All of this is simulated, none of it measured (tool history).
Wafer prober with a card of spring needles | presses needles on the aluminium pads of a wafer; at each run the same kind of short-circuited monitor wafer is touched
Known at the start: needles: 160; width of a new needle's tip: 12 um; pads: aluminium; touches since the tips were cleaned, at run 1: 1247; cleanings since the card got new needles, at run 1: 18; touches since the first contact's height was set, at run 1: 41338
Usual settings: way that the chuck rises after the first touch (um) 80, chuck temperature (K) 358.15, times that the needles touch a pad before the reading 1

run     day  way that the chuck rises after the first touch (um)  chuck temperature (K)  times that the needles touch a pad before the reading  touches since the tips were cleaned  cleanings since the card got new needles  touches since the first contact's height was set  resistance of one needle with its contact and lead (mohm)  way that a needle slides on the pad (um)
  1   0.000                                                   80                 358.15                                                      1                                 1247                                        18                                             41338                                                        120                                     20.01
  2   0.196                                                   80                 358.15                                                      1                                 3629                                        18                                             43720                                                        129                                     20.00
  3   0.483                                                   80                 358.15                                                      3                                 7076                                        18                                             47167                                                        123                                     20.02
      0.567  -- tips cleaned on abrasive film
  4   0.825                                                   80                 358.15                                                      3                                 3095                                        19                                             51255                                                        121                                     19.96
  5   1.200                                                   80                 358.15                                                      3                                 7620                                        19                                             55780                                                        122                                     20.03
      1.242  -- tips cleaned on abrasive film
  6   1.642                                                   80                 358.15                                                      3                                 4827                                        20                                             61079                                                        120                                     19.97
      1.908  -- tips cleaned on abrasive film
  7   2.017                                                   80                 358.15                                                      2                                 1280                                        21                                             65560                                                        121                                     19.94
  8   2.254                                                   80                 358.15                                                      1                                 4196                                        21                                             68476                                                        130                                     19.94
      2.600  -- tips cleaned on abrasive film
  9   2.621                                                   80                 358.15                                                      1                                  250                                        22                                             72836                                                        121                                     19.88
 10   2.908                                                   80                 310.15                                                      1                                 3716                                        22                                             76302                                                        125                                     19.99
 11   3.112                                                   80                 310.15                                                      1                                 6192                                        22                                             78778                                                        126                                     19.98
      3.271  -- tips cleaned on abrasive film
 12   3.408                                                   80                 310.15                                                      1                                 1682                                        23                                             82332                                                        118                                     19.96
 13   3.604                                                   80                 327.15                                                      1                                 4042                                        23                                             84692                                                        126                                     19.96
 14   3.862                                                   80                 358.15                                                      1                                 7183                                        23                                             87833                                                        132                                     19.93
      3.971  -- tips cleaned on abrasive film
 15   4.183                                                   80                 358.15                                                      1                                 2570                                        24                                             91625                                                        128                                     19.94
 16   4.483                                                   80                 358.15                                                      1                                 6204                                        24                                             95259                                                        134                                     19.92
      4.654  -- tips cleaned on abrasive film
 17   4.854                                                   80                 358.15                                                      1                                 2415                                        25                                             99714                                                        126                                     19.91
 18   5.225                                                   80                 358.15                                                      1                                 6900                                        25                                            104199                                                        133                                     19.91
      5.346  -- tips cleaned on abrasive film
 19   5.512                                                   84                 372.15                                                      1                                 2019                                        26                                            107616                                                        128                                     20.88
 20   5.946                                                   84                 372.15                                                      1                                 7246                                        26                                            112843                                                        136                                     20.88
      6.017  -- tips cleaned on abrasive film
 21   6.254                                                   84                 372.15                                                      1                                 2900                                        27                                            116549                                                        128                                     20.86
 22   6.492                                                   92                 331.15                                                      2                                 5739                                        27                                            119388                                                        120                                     22.89
      6.688  -- tips cleaned on abrasive film
 23   6.862                                                   92                 331.15                                                      2                                 2134                                        28                                            123862                                                        118                                     22.91
 24   7.217                                                   92                 321.15                                                      2                                 6379                                        28                                            128107                                                        120                                     22.83
      7.367  -- tips cleaned on abrasive film
      7.442  -- height of the first contact set anew
 25   7.575                                                   92                 321.15                                                      2                                 2403                                        29                                              1633                                                        117                                     23.07
 26   8.000                                                   92                 321.15                                                      2                                 7522                                        29                                              6752                                                        120                                     23.08
      8.062  -- tips cleaned on abrasive film
 27   8.417                                                   69                 321.15                                                      3                                 4274                                        30                                             11733                                                        116                                     17.32
      8.754  -- tips cleaned on abrasive film
 28   8.754                                                   80                 396.15                                                      1                                    0                                        31                                             15771                                                        122                                     20.09
 29   9.188                                                   80                 304.15                                                      2                                 5243                                        31                                             21014                                                        117                                     20.01
      9.446  -- tips cleaned on abrasive film
 30   9.629                                                   63                 300.15                                                      3                                 2210                                        32                                             26302                                                        114                                     15.74
 31   9.983                                                   63                 300.15                                                      3                                 6528                                        32                                             30620                                                        114                                     15.76
     10.146  -- tips cleaned on abrasive film
 32  10.321                                                   63                 300.15                                                      3                                 2100                                        33                                             34623                                                        112                                     15.73
 33  10.704                                                   74                 388.15                                                      2                                 6728                                        33                                             39251                                                        131                                     18.49
     10.842  -- tips cleaned on abrasive film
 34  11.038                                                   80                 317.15                                                      3                                 2396                                        34                                             43259                                                        113                                     20.00

The same runs without the tool's hidden state, with the same run-to-run variation:
The hidden state here: debris on the tips, nm; way that the needles fall short of the set height, um; tips' diameter, um; drift of the gauge itself on contact_mohm, %; drift of the gauge itself on scrub_um, %.
run  resistance of one needle with its contact and lead (mohm)  way that a needle slides on the pad (um)
  1                                                        114                                     20.08
  2                                                        117                                     20.07
  3                                                        118                                     20.09
  4                                                        118                                     20.06
  5                                                        116                                     20.12
  6                                                        115                                     20.08
  7                                                        117                                     20.06
  8                                                        117                                     20.06
  9                                                        119                                     20.01
 10                                                        113                                     20.12
 11                                                        110                                     20.11
 12                                                        111                                     20.11
 13                                                        113                                     20.11
 14                                                        116                                     20.08
 15                                                        118                                     20.10
 16                                                        119                                     20.09
 17                                                        116                                     20.09
 18                                                        117                                     20.09
 19                                                        120                                     21.09
 20                                                        120                                     21.08
 21                                                        118                                     21.08
 22                                                        111                                     23.11
 23                                                        113                                     23.15
 24                                                        111                                     23.06
 25                                                        111                                     23.07
 26                                                        111                                     23.08
 27                                                        112                                     17.33
 28                                                        121                                     20.13
 29                                                        108                                     20.05
 30                                                        111                                     15.80
 31                                                        108                                     15.82
 32                                                        109                                     15.80
 33                                                        122                                     18.57
 34                                                        110                                     20.09

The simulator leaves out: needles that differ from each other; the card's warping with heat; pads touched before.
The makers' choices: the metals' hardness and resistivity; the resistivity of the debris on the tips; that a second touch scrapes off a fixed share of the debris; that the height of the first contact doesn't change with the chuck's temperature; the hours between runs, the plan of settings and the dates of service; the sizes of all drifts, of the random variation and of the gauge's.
